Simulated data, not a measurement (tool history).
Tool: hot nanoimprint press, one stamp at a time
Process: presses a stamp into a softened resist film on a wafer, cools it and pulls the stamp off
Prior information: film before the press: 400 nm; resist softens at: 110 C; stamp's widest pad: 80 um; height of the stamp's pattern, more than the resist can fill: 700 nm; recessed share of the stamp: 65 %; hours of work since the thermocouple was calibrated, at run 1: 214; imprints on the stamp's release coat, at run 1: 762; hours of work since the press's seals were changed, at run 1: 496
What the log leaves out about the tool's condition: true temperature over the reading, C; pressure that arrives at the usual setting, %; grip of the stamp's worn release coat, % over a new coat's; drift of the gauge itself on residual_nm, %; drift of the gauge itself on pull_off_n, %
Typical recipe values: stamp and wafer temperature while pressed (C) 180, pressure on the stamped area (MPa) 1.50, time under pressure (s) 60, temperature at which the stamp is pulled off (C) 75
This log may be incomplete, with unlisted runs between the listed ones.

run	day	stamp and wafer temperature while pressed (C)	pressure on the stamped area (MPa)	time under pressure (s)	temperature at which the stamp is pulled off (C)	hours of work since the thermocouple was calibrated	imprints on the stamp's release coat	hours of work since the press's seals were changed	resist left under the stamp's widest pad (angstrom)	greatest force while the stamp is pulled off (N)
1	0.000	180	1.50	60	75	214	762	496	1925	136
2	1.667	180	1.50	60	75	242	893	525	1936	141
# day 2.725: stamp cleaned and given a new release coat
3	3.029	180	1.32	60	75	261	24	544	2049	111
# day 3.358: plate thermocouple calibrated
4	4.754	180	1.50	60	71	24	150	572	1971	123
5	5.575	180	1.50	60	71	38	215	586	1987	129
6	7.396	180	1.50	60	71	69	359	617	1977	128
# day 8.183: plate thermocouple calibrated, once more
7	9.204	176	1.50	60	75	18	492	646	2287	123
8	10.146	176	1.50	70	75	34	567	662	2169	123
9	12.000	176	1.50	70	75	66	713	694	2157	134
10	13.454	180	1.50	60	62	91	828	719	1902	171
# day 15.325: stamp cleaned and given a new release coat
11	15.567	180	1.50	60	62	123	19	751	1906	134
12	16.396	186	1.50	82	75	137	85	766	1220	109
# day 17.362: press's hydraulic seals changed and the load cell set to zero
13	18.304	179	1.50	60	75	164	209	16	1998	118

What will run 14 give?
14	20.221	177	1.89	78	75	197	361	49	?	?

resist left under the stamp's widest pad (angstrom): 1820
greatest force while the stamp is pulled off (N): 119
If the tool had no hidden condition, the same run with the same run-to-run variation would have returned resist left under the stamp's widest pad (angstrom) 1765, greatest force while the stamp is pulled off (N) 105.
